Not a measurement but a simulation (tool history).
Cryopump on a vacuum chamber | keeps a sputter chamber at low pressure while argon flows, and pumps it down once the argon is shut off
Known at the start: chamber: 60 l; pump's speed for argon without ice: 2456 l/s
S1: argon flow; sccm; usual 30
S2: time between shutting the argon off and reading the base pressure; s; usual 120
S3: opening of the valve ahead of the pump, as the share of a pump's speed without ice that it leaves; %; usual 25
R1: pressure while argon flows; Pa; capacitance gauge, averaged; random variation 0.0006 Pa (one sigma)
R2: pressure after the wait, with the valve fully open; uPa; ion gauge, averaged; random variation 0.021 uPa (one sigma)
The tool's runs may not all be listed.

{"run": 1, "day": 0.0, "S1": 30, "S2": 120, "S3": 25, "R1": 0.0831, "R2": 1.17}
{"run": 2, "day": 1.512, "S1": 30, "S2": 120, "S3": 25, "R1": 0.0831, "R2": 1.2}
{"run": 3, "day": 2.704, "S1": 30, "S2": 120, "S3": 25, "R1": 0.0829, "R2": 1.2}
{"run": 4, "day": 3.942, "S1": 30, "S2": 120, "S3": 22, "R1": 0.0953, "R2": 1.21}
{"run": 5, "day": 4.729, "S1": 30, "S2": 120, "S3": 22, "R1": 0.0954, "R2": 1.22}
{"run": 6, "day": 6.158, "S1": 30, "S2": 120, "S3": 22, "R1": 0.0956, "R2": 1.23}
{"run": 7, "day": 7.883, "S1": 30, "S2": 42, "S3": 22, "R1": 0.0943, "R2": 1.96}
{"run": 8, "day": 9.129, "S1": 30, "S2": 42, "S3": 33, "R1": 0.0629, "R2": 1.95}
{"run": 9, "day": 10.046, "S1": 30, "S2": 42, "S3": 33, "R1": 0.0632, "R2": 1.93}
{"run": 10, "day": 11.154, "S1": 30, "S2": 42, "S3": 33, "R1": 0.0642, "R2": 1.97}
{"run": 11, "day": 12.625, "S1": 30, "S2": 42, "S3": 33, "R1": 0.0643, "R2": 2.0}
{"run": 12, "day": 13.35, "S1": 30, "S2": 120, "S3": 25, "R1": 0.083, "R2": 1.35}
{"run": 13, "day": 14.817, "S1": 15, "S2": 120, "S3": 25, "R1": 0.0433, "R2": 1.4}
{"run": 14, "day": 16.075, "S1": 15, "S2": 120, "S3": 25, "R1": 0.042, "R2": 1.44}
{"run": 15, "day": 17.612, "S1": 13, "S2": 120, "S3": 25, "R1": 0.0374, "R2": 1.36}
{"run": 16, "day": 18.508, "S1": 30, "S2": 120, "S3": 21, "R1": 0.1008, "R2": 1.43}
{"run": 17, "day": 19.525, "S1": 30, "S2": 120, "S3": 21, "R1": 0.1015, "R2": 1.5}
{"run": 18, "day": 21.042, "S1": 30, "S2": 120, "S3": 21, "R1": 0.1015, "R2": 1.47}
{"run": 19, "day": 22.679, "S1": 45, "S2": 243, "S3": 21, "R1": 0.1517, "R2": 1.31}
{"run": 20, "day": 24.421, "S1": 20, "S2": 209, "S3": 53, "R1": 0.0269, "R2": 1.41}
{"run": 21, "day": 25.938, "S1": 20, "S2": 190, "S3": 25, "R1": 0.057, "R2": 1.43}
{"run": 22, "day": 27.371, "S1": 52, "S2": 90, "S3": 50, "R1": 0.0779, "R2": 1.7}
{"run": 23, "day": 28.362, "S1": 57, "S2": 33, "S3": 27, "R1": 0.152, "R2": 2.48}
{"run": 24, "day": 29.867, "S1": 36, "S2": 33, "S3": 56, "R1": 0.0487, "R2": 2.51}
{"run": 25, "day": 30.771, "S1": 36, "S2": 23, "S3": 41, "R1": 0.0655, "R2": 3.03}
{"run": 26, "day": 31.875, "S1": 15, "S2": 188, "S3": 52, "R1": 0.0226, "R2": 1.51}
{"run": 27, "day": 32.688, "S1": 14, "S2": 196, "S3": 40, "R1": 0.0261, "R2": 1.5}
{"run": 28, "day": 33.571, "S1": 44, "S2": 94, "S3": 25, "R1": 0.1271, "R2": 1.8}
{"run": 29, "day": 34.542, "S1": 38, "S2": 30, "S3": 25, "R1": 0.1101, "R2": 2.7}
{"run": 30, "day": 36.0, "S1": 30, "S2": 55, "S3": 34, "R1": 0.0646, "R2": 2.12}
{"run": 31, "day": 36.7, "S1": 17, "S2": 90, "S3": 35, "R1": 0.0365, "R2": 1.88}
{"run": 32, "day": 38.125, "S1": 30, "S2": 27, "S3": 28, "R1": 0.0781, "R2": 2.92}
{"run": 33, "day": 38.892, "S1": 27, "S2": 120, "S3": 25, "R1": 0.079, "R2": 1.78}
{"run": 34, "day": 40.5, "S1": 32, "S2": 26, "S3": 22, "R1": 0.1055, "R2": 2.97}

3 ways to go on from here, each from the tool as it stands after run 34. What would each give?
{"run": "A", "day": 41.833, "S1": 30, "S2": 120, "S3": 17, "R1": "?", "R2": "?"}
{"run": "B", "day": 41.833, "S1": 17, "S2": 120, "S3": 25, "R1": "?", "R2": "?"}
{"run": "C", "day": 41.833, "S1": 32, "S2": 152, "S3": 22, "R1": "?", "R2": "?"}

run=A R1=0.1279 R2=1.89
run=B R1=0.0509 R2=1.88
run=C R1=0.1051 R2=1.85
Without the tool's hidden state the same runs would have given:
run=A R1=0.1224 R2=0.46
run=B R1=0.0478 R2=0.46
run=C R1=0.0992 R2=0.43
